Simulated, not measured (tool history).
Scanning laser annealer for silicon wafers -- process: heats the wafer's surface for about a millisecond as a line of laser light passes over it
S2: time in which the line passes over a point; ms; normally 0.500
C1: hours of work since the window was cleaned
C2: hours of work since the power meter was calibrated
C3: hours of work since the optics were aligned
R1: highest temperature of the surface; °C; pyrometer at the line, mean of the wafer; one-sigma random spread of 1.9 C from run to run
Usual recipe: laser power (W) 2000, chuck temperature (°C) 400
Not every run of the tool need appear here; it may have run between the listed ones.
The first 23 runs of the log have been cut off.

{"run": 24, "hour": 443.7, "laser power (W)": 1705, "S2": 0.616, "chuck temperature (°C)": 381, "C1": 24, "C2": 409, "C3": 824, "R1": 1038}
{"run": 25, "hour": 468.6, "laser power (W)": 1705, "S2": 0.616, "chuck temperature (°C)": 419, "C1": 38, "C2": 422, "C3": 838, "R1": 1077}
{"run": 26, "hour": 494.1, "laser power (W)": 1934, "S2": 0.413, "chuck temperature (°C)": 391, "C1": 52, "C2": 436, "C3": 852, "R1": 1035}
{"run": 27, "hour": 514.1, "laser power (W)": 2096, "S2": 0.61, "chuck temperature (°C)": 398, "C1": 63, "C2": 447, "C3": 863, "R1": 1240}
{"run": 28, "hour": 533.4, "laser power (W)": 2096, "S2": 0.61, "chuck temperature (°C)": 398, "C1": 74, "C2": 458, "C3": 874, "R1": 1241}
{"run": 29, "hour": 549.0, "laser power (W)": 2000, "S2": 0.5, "chuck temperature (°C)": 435, "C1": 82, "C2": 467, "C3": 882, "R1": 1167}
{"run": 30, "hour": 562.1, "laser power (W)": 2000, "S2": 0.5, "chuck temperature (°C)": 435, "C1": 90, "C2": 474, "C3": 890, "R1": 1164}
{"run": 31, "hour": 585.4, "laser power (W)": 2091, "S2": 0.5, "chuck temperature (°C)": 400, "C1": 102, "C2": 487, "C3": 903, "R1": 1163}
{"run": 32, "hour": 603.5, "laser power (W)": 2200, "S2": 0.355, "chuck temperature (°C)": 429, "C1": 112, "C2": 497, "C3": 913, "R1": 1133}
{"run": 33, "hour": 622.2, "laser power (W)": 1731, "S2": 0.5, "chuck temperature (°C)": 367, "C1": 123, "C2": 507, "C3": 923, "R1": 978}
{"run": 34, "hour": 642.7, "laser power (W)": 1731, "S2": 0.5, "chuck temperature (°C)": 377, "C1": 134, "C2": 518, "C3": 934, "R1": 988}
{"run": 35, "hour": 661.1, "laser power (W)": 1731, "S2": 0.5, "chuck temperature (°C)": 377, "C1": 144, "C2": 529, "C3": 944, "R1": 987}
{"run": 36, "hour": 678.7, "laser power (W)": 2000, "S2": 0.462, "chuck temperature (°C)": 387, "C1": 154, "C2": 538, "C3": 954, "R1": 1090}
{"run": 37, "hour": 700.8, "laser power (W)": 2000, "S2": 0.462, "chuck temperature (°C)": 387, "C1": 166, "C2": 551, "C3": 966, "R1": 1090}
{"run": 38, "hour": 723.0, "laser power (W)": 2085, "S2": 0.361, "chuck temperature (°C)": 403, "C1": 178, "C2": 563, "C3": 979, "R1": 1066}
{"run": 39, "hour": 733.9, "laser power (W)": 1788, "S2": 0.376, "chuck temperature (°C)": 403, "C1": 184, "C2": 569, "C3": 985, "R1": 969}
{"run": 40, "hour": 747.8, "laser power (W)": 1911, "S2": 0.415, "chuck temperature (°C)": 374, "C1": 192, "C2": 576, "C3": 992, "R1": 1008}
{"run": 41, "hour": 772.0, "laser power (W)": 2000, "S2": 0.379, "chuck temperature (°C)": 400, "C1": 205, "C2": 590, "C3": 1006, "R1": 1044}

Branching from run 41: 3 alternative next runs. What would each branch give?
{"run": "A", "hour": 791.8, "laser power (W)": 2000, "S2": 0.5, "chuck temperature (°C)": 426, "C1": 216, "C2": 601, "C3": 1017, "R1": "?"}
{"run": "B", "hour": 791.8, "laser power (W)": 1977, "S2": 0.598, "chuck temperature (°C)": 400, "C1": 216, "C2": 601, "C3": 1017, "R1": "?"}
{"run": "C", "hour": 791.8, "laser power (W)": 1881, "S2": 0.379, "chuck temperature (°C)": 417, "C1": 216, "C2": 601, "C3": 1017, "R1": "?"}

run=A R1=1152
run=B R1=1175
run=C R1=1016
What these runs would have given with no unlogged condition in the tool:
run=A R1=1153
run=B R1=1177
run=C R1=1017

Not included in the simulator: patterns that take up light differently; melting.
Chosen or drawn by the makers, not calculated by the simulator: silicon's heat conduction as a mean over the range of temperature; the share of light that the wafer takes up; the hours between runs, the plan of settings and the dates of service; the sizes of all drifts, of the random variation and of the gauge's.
